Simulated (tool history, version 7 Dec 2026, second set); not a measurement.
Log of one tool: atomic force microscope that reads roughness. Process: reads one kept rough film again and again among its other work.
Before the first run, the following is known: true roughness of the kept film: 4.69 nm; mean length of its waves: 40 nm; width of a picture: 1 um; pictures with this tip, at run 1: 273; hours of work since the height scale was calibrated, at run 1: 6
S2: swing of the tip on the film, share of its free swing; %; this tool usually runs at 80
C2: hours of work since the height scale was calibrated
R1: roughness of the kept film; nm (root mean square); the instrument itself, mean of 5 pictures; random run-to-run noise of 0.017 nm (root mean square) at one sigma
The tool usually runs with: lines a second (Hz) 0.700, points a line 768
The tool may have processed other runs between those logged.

{"run": 1, "hour": 0.0, "lines a second (Hz)": 0.7, "S2": 80, "points a line": 768, "pictures with this tip": 273, "C2": 6, "R1": 3.722}
{"run": 2, "hour": 9.1, "lines a second (Hz)": 0.7, "S2": 80, "points a line": 768, "pictures with this tip": 280, "C2": 10, "R1": 3.739}
{"run": 3, "hour": 16.4, "lines a second (Hz)": 0.7, "S2": 80, "points a line": 768, "pictures with this tip": 285, "C2": 13, "R1": 3.69}
{"run": 4, "hour": 20.6, "lines a second (Hz)": 0.7, "S2": 80, "points a line": 768, "pictures with this tip": 288, "C2": 15, "R1": 3.69}
{"run": 5, "hour": 27.2, "lines a second (Hz)": 0.615, "S2": 80, "points a line": 768, "pictures with this tip": 293, "C2": 18, "R1": 3.719}
{"run": 6, "hour": 32.7, "lines a second (Hz)": 0.615, "S2": 80, "points a line": 768, "pictures with this tip": 297, "C2": 20, "R1": 3.749}
{"run": 7, "hour": 38.7, "lines a second (Hz)": 0.615, "S2": 80, "points a line": 768, "pictures with this tip": 302, "C2": 23, "R1": 3.71}
{"run": 8, "hour": 44.9, "lines a second (Hz)": 0.615, "S2": 80, "points a line": 768, "pictures with this tip": 306, "C2": 25, "R1": 3.735}
{"run": 9, "hour": 48.9, "lines a second (Hz)": 0.7, "S2": 80, "points a line": 768, "pictures with this tip": 309, "C2": 27, "R1": 3.7}
{"run": 10, "hour": 53.0, "lines a second (Hz)": 0.7, "S2": 80, "points a line": 768, "pictures with this tip": 312, "C2": 29, "R1": 3.652}
{"run": 11, "hour": 59.1, "lines a second (Hz)": 0.7, "S2": 80, "points a line": 768, "pictures with this tip": 317, "C2": 31, "R1": 3.688}
{"run": 12, "hour": 63.3, "lines a second (Hz)": 0.7, "S2": 83, "points a line": 768, "pictures with this tip": 320, "C2": 33, "R1": 3.635}
{"run": 13, "hour": 69.5, "lines a second (Hz)": 0.7, "S2": 83, "points a line": 768, "pictures with this tip": 324, "C2": 36, "R1": 3.648}
{"run": 14, "hour": 75.2, "lines a second (Hz)": 0.7, "S2": 83, "points a line": 768, "pictures with this tip": 329, "C2": 38, "R1": 3.636}
{"run": 15, "hour": 80.5, "lines a second (Hz)": 0.7, "S2": 83, "points a line": 768, "pictures with this tip": 332, "C2": 41, "R1": 3.627}
{"run": 16, "hour": 88.3, "lines a second (Hz)": 0.7, "S2": 83, "points a line": 334, "pictures with this tip": 338, "C2": 44, "R1": 3.631}
{"run": 17, "hour": 97.3, "lines a second (Hz)": 0.7, "S2": 83, "points a line": 334, "pictures with this tip": 345, "C2": 48, "R1": 3.577}
{"run": 18, "hour": 101.0, "lines a second (Hz)": 0.7, "S2": 83, "points a line": 334, "pictures with this tip": 348, "C2": 49, "R1": 3.595}
{"run": 19, "hour": 107.8, "lines a second (Hz)": 0.7, "S2": 80, "points a line": 621, "pictures with this tip": 353, "C2": 52, "R1": 3.613}
{"run": 20, "hour": 112.3, "lines a second (Hz)": 0.7, "S2": 76, "points a line": 621, "pictures with this tip": 356, "C2": 54, "R1": 3.678}
{"run": 21, "hour": 117.9, "lines a second (Hz)": 0.7, "S2": 78, "points a line": 708, "pictures with this tip": 360, "C2": 56, "R1": 3.651}
{"hour": 122.3, "done": "new tip fitted"}
{"run": 22, "hour": 127.2, "lines a second (Hz)": 1.447, "S2": 78, "points a line": 683, "pictures with this tip": 3, "C2": 60, "R1": 3.794}
{"run": 23, "hour": 133.3, "lines a second (Hz)": 1.447, "S2": 80, "points a line": 683, "pictures with this tip": 8, "C2": 63, "R1": 3.75}
{"run": 24, "hour": 138.3, "lines a second (Hz)": 0.518, "S2": 88, "points a line": 712, "pictures with this tip": 12, "C2": 65, "R1": 3.983}
{"run": 25, "hour": 146.1, "lines a second (Hz)": 0.518, "S2": 88, "points a line": 712, "pictures with this tip": 17, "C2": 68, "R1": 3.974}
{"run": 26, "hour": 149.8, "lines a second (Hz)": 0.785, "S2": 88, "points a line": 618, "pictures with this tip": 20, "C2": 70, "R1": 3.799}
{"run": 27, "hour": 156.7, "lines a second (Hz)": 1.429, "S2": 65, "points a line": 849, "pictures with this tip": 25, "C2": 73, "R1": 4.035}
{"run": 28, "hour": 165.2, "lines a second (Hz)": 1.429, "S2": 65, "points a line": 849, "pictures with this tip": 31, "C2": 76, "R1": 4.014}
{"run": 29, "hour": 170.4, "lines a second (Hz)": 2.314, "S2": 79, "points a line": 849, "pictures with this tip": 35, "C2": 79, "R1": 3.446}
{"run": 30, "hour": 175.1, "lines a second (Hz)": 0.508, "S2": 57, "points a line": 479, "pictures with this tip": 39, "C2": 80, "R1": 4.218}
{"run": 31, "hour": 181.1, "lines a second (Hz)": 3.53, "S2": 56, "points a line": 430, "pictures with this tip": 43, "C2": 83, "R1": 3.931}
{"run": 32, "hour": 185.6, "lines a second (Hz)": 3.53, "S2": 56, "points a line": 430, "pictures with this tip": 47, "C2": 85, "R1": 3.879}
{"run": 33, "hour": 189.9, "lines a second (Hz)": 0.7, "S2": 66, "points a line": 956, "pictures with this tip": 50, "C2": 87, "R1": 4.123}
{"run": 34, "hour": 197.2, "lines a second (Hz)": 0.7, "S2": 87, "points a line": 484, "pictures with this tip": 55, "C2": 90, "R1": 3.824}
{"run": 35, "hour": 203.4, "lines a second (Hz)": 0.7, "S2": 74, "points a line": 481, "pictures with this tip": 60, "C2": 93, "R1": 4.04}
{"run": 36, "hour": 208.9, "lines a second (Hz)": 0.723, "S2": 63, "points a line": 295, "pictures with this tip": 64, "C2": 95, "R1": 4.081}
{"run": 37, "hour": 213.1, "lines a second (Hz)": 0.7, "S2": 57, "points a line": 523, "pictures with this tip": 67, "C2": 97, "R1": 4.169}
{"run": 38, "hour": 220.1, "lines a second (Hz)": 0.7, "S2": 57, "points a line": 523, "pictures with this tip": 72, "C2": 100, "R1": 4.139}

Some steps in R1, run to run, broken into two amounts with sign: the step expected even without the hidden condition (settings, incoming material, random variation), and the rest, left for the hidden condition together with whatever gauge scatter is not in both the measured and the hidden-condition-free result:
The tool's hidden condition here consists of: radius of the tip, nm; height scale over the true one, %; drift of the gauge itself on roughness_nm, %.
Run 21 -> 22: lines a second (Hz) 0.700 -> 1.447, points a line 708 -> 683, new tip fitted. R1 +0.143 nm (root mean square): hidden state +0.383, all else -0.240.
Run 28 -> 29: lines a second (Hz) 1.429 -> 2.314, S2 65 -> 79. R1 -0.568 nm (root mean square): hidden state +0.002, all else -0.570.
Run 29 -> 30: lines a second (Hz) 2.314 -> 0.508, S2 79 -> 57, points a line 849 -> 479. R1 +0.772 nm (root mean square): hidden state -0.014, all else +0.786.
Run 33 -> 34: S2 66 -> 87, points a line 956 -> 484. R1 -0.299 nm (root mean square): hidden state +0.001, all else -0.300.
Run 34 -> 35: S2 87 -> 74, points a line 484 -> 481. R1 +0.216 nm (root mean square): hidden state -0.010, all else +0.226.

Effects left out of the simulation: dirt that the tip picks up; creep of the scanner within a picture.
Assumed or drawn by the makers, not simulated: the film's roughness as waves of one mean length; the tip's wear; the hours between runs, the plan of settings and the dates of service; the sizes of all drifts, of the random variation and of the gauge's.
